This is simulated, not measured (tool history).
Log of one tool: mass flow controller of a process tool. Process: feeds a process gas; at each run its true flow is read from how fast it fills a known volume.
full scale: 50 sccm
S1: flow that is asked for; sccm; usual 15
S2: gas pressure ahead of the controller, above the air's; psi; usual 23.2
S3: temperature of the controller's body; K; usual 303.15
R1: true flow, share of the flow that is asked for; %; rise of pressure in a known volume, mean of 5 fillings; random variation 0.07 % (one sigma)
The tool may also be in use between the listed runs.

run    hour  S1    S2      S3     R1
  1     0.0  15  23.2  303.15  99.02
  2   232.5  15  23.2  303.15  98.78
  3   463.9  15  23.2  303.15  98.62
  4   656.9  15  23.2  303.15  98.49
  5   842.8  21  23.2  303.15  98.37
  6  1072.1  15  23.2  303.15  98.06
  7  1294.7  15  23.2  294.15  98.64
  8  1445.8  15  23.2  303.15  97.71
  9  1646.0  15  23.2  303.15  97.45
 10  1787.0  15  23.2  303.15  97.50
     1911.4  -- gauge calibrated
 11  1964.9  15  23.2  303.15  99.00
 12  2113.0  15  23.2  303.15  98.77
 13  2327.0   6  23.2  303.15  98.50
 14  2523.8   6  23.2  303.15  98.49
 15  2639.9   6  23.2  303.15  98.36
 16  2837.0   6  23.2  303.15  98.18
 17  2951.5   6  23.2  303.15  97.98
 18  3115.7   6  23.2  303.15  97.80
 19  3213.5   6  23.2  303.15  97.76
 20  3308.6  15  36.8  303.15  98.04
 21  3457.6  15  36.8  303.15  97.90
 22  3680.5  15  36.8  303.15  97.66
 23  3783.0  15  36.8  303.15  97.48
 24  3961.7  15  36.8  303.15  97.58
 25  4160.2  15  36.8  303.15  97.39
 26  4369.6   5  21.9  302.15  96.69
 27  4491.2  17  21.9  293.15  97.43
     4519.3  -- controller's zero set anew
 28  4673.1  14  23.2  303.15  96.40
 29  4865.7  41  29.6  311.15  96.11
 30  4987.8  25  21.3  304.15  96.29
 31  5091.8  22  23.2  305.15  96.14
 32  5191.1  35  32.9  296.15  97.04
 33  5379.6  35  32.9  296.15  96.92
 34  5580.2  25  33.5  300.15  96.17
 35  5738.1  25  33.5  300.15  95.96
 36  5942.8  11  24.1  306.15  95.01
 37  6103.3  11  24.1  306.15  94.87
 38  6311.0  13  27.6  303.15  95.18
 39  6483.2  15  23.2  310.15  94.43
 40  6621.3  15  23.2  310.15  94.39
     6674.3  -- gauge calibrated
 41  6719.5  15  23.2  310.15  98.50
 42  6925.3  15  23.2  304.15  98.69
 43  7049.3  30  27.7  293.15  99.83
 44  7225.6  30  27.7  293.15  99.54
 45  7428.2  30  27.7  293.15  99.42
 46  7597.5  15  39.2  302.15  98.59
 47  7784.7  15  39.2  302.15  98.33
 48  7934.5  15  25.2  300.15  98.20

Some steps in R1 between neighbouring runs. How much of each would the tool show without its hidden state too (settings, what came in, random variation), and how much is left for the hidden state, with any gauge scatter that isn't in both results?
The hidden state here: flow at rest that the sensor doesn't see, % of full scale; true flow over the shown one, %; drift of the gauge itself on true_pct, %.
Run 1 -> 2: no setting changed, nothing entered. R1 -0.24 %: hidden state -0.21, all else -0.03.
Run 10 -> 11: gauge calibrated. R1 +1.50 %: hidden state +1.58, all else -0.08.
Run 40 -> 41: gauge calibrated. R1 +4.11 %: hidden state +4.25, all else -0.14.
Run 42 -> 43: S1 15 -> 30, S2 23.2 -> 27.7, S3 304.15 -> 293.15. R1 +1.14 %: hidden state -0.11, all else +1.25.
